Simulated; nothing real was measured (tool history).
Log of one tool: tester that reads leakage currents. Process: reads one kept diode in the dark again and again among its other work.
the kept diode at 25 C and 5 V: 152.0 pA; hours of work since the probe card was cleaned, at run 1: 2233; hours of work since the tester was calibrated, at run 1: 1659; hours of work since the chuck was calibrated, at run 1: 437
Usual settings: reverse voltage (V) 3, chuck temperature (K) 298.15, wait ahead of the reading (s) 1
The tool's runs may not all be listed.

| run | hour | reverse voltage (V) | chuck temperature (K) | wait ahead of the reading (s) | hours of work since the probe card was cleaned | hours of work since the tester was calibrated | hours of work since the chuck was calibrated | current that the tester gives (pA) |
|---|---|---|---|---|---|---|---|---|
| 1 | 0 | 3 | 298.15 | 1 | 2233 | 1659 | 437 | 124.84 |
| 2 | 47.4 | 3 | 298.15 | 4.33 | 2257 | 1683 | 461 | 124.69 |
| 3 | 103.1 | 3 | 298.15 | 4.33 | 2285 | 1711 | 489 | 125.94 |
| 4 | 178.7 | 3 | 298.15 | 4.33 | 2324 | 1750 | 528 | 126.13 |
| 5 | 234.4 | 3 | 298.15 | 4.33 | 2352 | 1778 | 556 | 126.55 |
| 6 | 279.4 | 3 | 298.15 | 4.33 | 2375 | 1801 | 579 | 126.74 |
| 7 | 343.9 | 12.48 | 298.15 | 1 | 2408 | 1834 | 612 | 289.75 |
|  | 352.6 | probe card cleaned and baked |
| 8 | 383.7 | 12.48 | 298.15 | 1 | 16 | 1853 | 630 | 303.89 |
| 9 | 452.6 | 3 | 298.15 | 0.54 | 51 | 1888 | 665 | 132.11 |
| 10 | 533.7 | 3 | 298.15 | 1 | 92 | 1929 | 707 | 132.47 |
| 11 | 616.9 | 3 | 298.15 | 1 | 135 | 1971 | 749 | 133.28 |
|  | 676.2 | probe card cleaned and baked, once more |
| 12 | 699.2 | 3 | 298.15 | 0.8 | 12 | 2012 | 790 | 126.23 |
| 13 | 744 | 1.75 | 298.15 | 1 | 34 | 2034 | 812 | 93.23 |
| 14 | 805.3 | 1.75 | 298.15 | 1 | 66 | 2066 | 844 | 93.99 |
| 15 | 846.5 | 1.75 | 298.15 | 1 | 87 | 2087 | 865 | 94.13 |
| 16 | 899.5 | 1.75 | 298.15 | 1 | 114 | 2114 | 891 | 94.24 |
| 17 | 971.5 | 1.75 | 298.15 | 1 | 150 | 2150 | 928 | 94.63 |
| 18 | 1016.4 | 1.75 | 298.15 | 1 | 173 | 2173 | 951 | 95.24 |
| 19 | 1079.5 | 9.54 | 298.15 | 1 | 205 | 2205 | 983 | 242.31 |
| 20 | 1135.5 | 2.81 | 298.15 | 1 | 234 | 2234 | 1012 | 124.14 |
| 21 | 1195.9 | 2.81 | 298.15 | 1 | 265 | 2265 | 1042 | 124.88 |
| 22 | 1255.7 | 2.81 | 298.15 | 1 | 295 | 2295 | 1073 | 125.94 |
| 23 | 1327.1 | 1.85 | 302.15 | 1 | 331 | 2331 | 1109 | 136.58 |
| 24 | 1389.8 | 17.53 | 302.15 | 0.99 | 363 | 2363 | 1141 | 473.59 |
| 25 | 1448.6 | 9.54 | 300.15 | 7.76 | 393 | 2393 | 1171 | 288.19 |
| 26 | 1531.7 | 12.08 | 300.15 | 0.54 | 436 | 2435 | 1213 | 335.91 |
| 27 | 1593.8 | 5.07 | 310.15 | 0.33 | 467 | 2467 | 1245 | 445.92 |
| 28 | 1666 | 5.07 | 310.15 | 0.33 | 504 | 2504 | 1282 | 447.94 |
| 29 | 1719.8 | 2.33 | 310.15 | 0.33 | 531 | 2531 | 1309 | 291.04 |
| 30 | 1754.9 | 2.33 | 310.15 | 0.33 | 549 | 2549 | 1327 | 291.6 |
| 31 | 1814.5 | 2.33 | 310.15 | 0.33 | 579 | 2579 | 1357 | 291.81 |
| 32 | 1856 | 8.57 | 293.15 | 0.33 | 601 | 2601 | 1378 | 167.87 |
| 33 | 1933 | 8.57 | 293.15 | 0.33 | 640 | 2640 | 1418 | 170.42 |
| 34 | 1994.1 | 9.65 | 298.15 | 2.57 | 671 | 2671 | 1449 | 258.67 |
| 35 | 2060.3 | 9.65 | 298.15 | 2.57 | 705 | 2705 | 1482 | 259.11 |
| 36 | 2094.9 | 9.65 | 298.15 | 2.57 | 722 | 2722 | 1500 | 259.67 |
| 37 | 2162.9 | 7.48 | 295.15 | 1 | 757 | 2757 | 1535 | 181.13 |
| 38 | 2201.4 | 7.48 | 295.15 | 1 | 776 | 2776 | 1554 | 181.71 |
| 39 | 2243.9 | 7.48 | 295.15 | 1 | 798 | 2798 | 1576 | 182.29 |
| 40 | 2297 | 12.09 | 294.15 | 2.59 | 825 | 2825 | 1603 | 218.03 |

Measured less the same run without the tool's hidden state. The same run-to-run variation is in both; the gauge's scatter may not be:
The hidden state here: stray current of the dirty probe card, pA a volt; current scale over the true one, %; true chuck temperature over the reading, C; drift of the gauge itself on leakage_pa, %.
| run | current that the tester gives (pA) |
|---|---|
| 1 | +9.18 |
| 2 | +9.57 |
| 3 | +10.05 |
| 4 | +10.64 |
| 5 | +11.09 |
| 6 | +11.44 |
| 7 | +35.49 |
| 8 | +48.19 |
| 9 | +15.52 |
| 10 | +16.23 |
| 11 | +16.85 |
| 12 | +9.47 |
| 13 | +7.25 |
| 14 | +7.65 |
| 15 | +7.87 |
| 16 | +8.17 |
| 17 | +8.62 |
| 18 | +8.9 |
| 19 | +23.98 |
| 20 | +12.47 |
| 21 | +12.97 |
| 22 | +13.48 |
| 23 | +14.56 |
| 24 | +54.12 |
| 25 | +34.48 |
| 26 | +41.2 |
| 27 | +50.32 |
| 28 | +52.02 |
| 29 | +34.32 |
| 30 | +34.85 |
| 31 | +35.66 |
| 32 | +24.76 |
| 33 | +25.93 |
| 34 | +39.57 |
| 35 | +40.57 |
| 36 | +41.2 |
| 37 | +30.07 |
| 38 | +30.58 |
| 39 | +31.13 |
| 40 | +39.79 |
